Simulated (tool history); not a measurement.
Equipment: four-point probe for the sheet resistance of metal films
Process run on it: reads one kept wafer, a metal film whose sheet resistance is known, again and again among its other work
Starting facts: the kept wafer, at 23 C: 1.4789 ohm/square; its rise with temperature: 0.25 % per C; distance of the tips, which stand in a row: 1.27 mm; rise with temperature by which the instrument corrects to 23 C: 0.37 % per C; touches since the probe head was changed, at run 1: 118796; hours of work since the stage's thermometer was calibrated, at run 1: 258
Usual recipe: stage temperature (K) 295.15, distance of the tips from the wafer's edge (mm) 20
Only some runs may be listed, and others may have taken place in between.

run	day	stage temperature (K)	distance of the tips from the wafer's edge (mm)	touches since the probe head was changed	hours of work since the stage's thermometer was calibrated	sheet resistance as the instrument gives it (ohm/square)
1	0	295.15	20	118796	258	1.498125
2	2.558	295.15	20	120307	288	1.498355
3	7.375	295.15	20	123150	343	1.499007
4	11.258	295.15	20	125441	387	1.498394
5	16.196	295.15	20	128354	444	1.499026
6	18.617	293.15	20	129783	471	1.502855
7	23.433	293.15	20	132625	527	1.502716
8	28.096	293.15	20	135377	580	1.502688
9	32.792	295.15	20	138148	634	1.500404
10	35.629	295.15	20	139822	666	1.500551
11	39.458	295.15	12	142083	710	1.506064
12	41.746	295.15	12	143433	736	1.506032
13	46.704	299.15	20	146359	793	1.494494
14	49.15	299.15	20	147803	821	1.493976
15	54.092	299.15	20	150720	877	1.494418
16	57.104	299.15	20	152496	912	1.493843
17	62.15	299.15	20	155474	969	1.494911
18	65.138	299.15	20	157238	1004	1.495013
19	69.433	306.15	20	159774	1053	1.484067
20	73.512	298.15	20	162180	1099	1.497623
21	77.204	292.15	20	164359	1142	1.50766
22	80.262	293.15	20	166164	1177	1.505839
23	85.233	293.15	20	169098	1233	1.506852
24	89.975	299.15	3	171895	1288	1.623457
25	94.875	296.15	46	174787	1344	1.498709
26	97.142	296.15	46	176125	1370	1.498783
27	100.329	292.15	3	178007	1406	1.637329
28	105.225	295.15	41	180895	1462	1.50146
29	108.821	300.15	13	183018	1503	1.500293
30	111.4	298.15	20	184539	1533	1.499186
31	114.142	302.15	5	186159	1564	1.538902
32	117.329	302.15	5	188038	1601	1.540145
33	121.671	302.15	5	190600	1650	1.539959
34	125.092	295.15	14	192619	1689	1.508592
35	128.475	303.15	35	194616	1728	1.489617
36	132.967	303.15	35	197268	1780	1.490684
37	135.883	295.15	25	198990	1813	1.504543
38	139.05	295.15	25	200858	1849	1.504886
39	143.642	295.15	25	203566	1902	1.504605
40	146.125	299.15	9	205032	1930	1.511992
41	149.283	301.15	7	206896	1966	1.518987
# day 153.8: stage's thermometer calibrated
42	154.225	301.15	7	209800	5	1.518287
# day 154.746: new probe head fitted
43	158.796	301.15	4	2390	57	1.546844
44	161.525	291.15	26	4000	88	1.491

Describe how what the log doesn't record of the tool's condition differs between the last listed run preceding each entry between runs and the first listed run following it.
Between runs 41 and 42: stage's thermometer calibrated (day 153.8)
  inner tips' distance over the nominal, %: 1.294 -> 1.306; tips' flats over new ones', %: 111 -> 112; wafer's true temperature over the reading, C: 0.47 -> 0.12
  measured minus no-state result, sheet resistance as the instrument gives it (ohm/square): +0.022752 -> +0.021625
Between runs 42 and 43: new probe head fitted (day 154.746)
  inner tips' distance over the nominal, %: 1.306 -> 0.021; tips' flats over new ones', %: 112 -> 1; wafer's true temperature over the reading, C: 0.12 -> 0.14
  measured minus no-state result, sheet resistance as the instrument gives it (ohm/square): +0.021625 -> +0.000872
